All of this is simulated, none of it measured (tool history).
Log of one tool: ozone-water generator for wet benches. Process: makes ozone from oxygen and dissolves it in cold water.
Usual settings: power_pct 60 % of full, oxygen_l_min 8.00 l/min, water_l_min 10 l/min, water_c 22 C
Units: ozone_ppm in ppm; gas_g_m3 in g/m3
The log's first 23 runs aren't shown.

run   hour  power_pct  oxygen_l_min  water_l_min  water_c  hours of work since the electrodes were changed  hours of work since the contactor was cleaned  hours of work since the thermometer was calibrated  ozone_ppm  gas_g_m3
 24  534.5         98          7.05            7       15                                             1070                                           4046                                                2558       59.3     326.7
 25  550.5         98          6.33           10       18                                             1080                                           4056                                                2568       45.4     338.1
 26  580.8         60          7.09           10       17                                             1099                                           4075                                                2587       30.5     214.1
 27  595.7         62          7.09           10       20                                             1108                                           4084                                                2596       28.9     221.6
 28  619.8         45          4.48           10       20                                             1123                                           4099                                                2611       21.7     193.3
 29  638.8         45          7.99            7       20                                             1135                                           4111                                                2623       26.4     160.3
 30  655.2         60          8.00            8       22                                             1145                                           4121                                                2633       30.2     202.9
 31  683.1         60          7.88           10       17                                             1163                                           4138                                                2650       30.1     205.6
 32  709.3         60          6.63           13       17                                             1179                                           4155                                                2667       25.2     219.2
 33  743.8         60          6.63           10       17                                             1200                                           4176                                                2688       30.4     220.8

4 ways to go on from here, each from the tool as it stands after run 33. What would each give?
  A  771.7         59          6.63           10       15                                             1217                                           4193                                                2705          ?         ?
  B  771.7         55          4.01           10       18                                             1217                                           4193                                                2705          ?         ?
  C  771.7         60          6.50           10       20                                             1217                                           4193                                                2705          ?         ?
  D  771.7         66          6.63           10       17                                             1217                                           4193                                                2705          ?         ?

run  ozone_ppm  gas_g_m3
  A       31.2     214.2
  B       26.6     234.8
  C       28.1     219.4
  D       32.6     237.1
Without the tool's hidden state the same runs would have given:
run  ozone_ppm  gas_g_m3
  A       34.1     217.9
  B       29.0     238.6
  C       30.8     223.2
  D       35.8     241.7
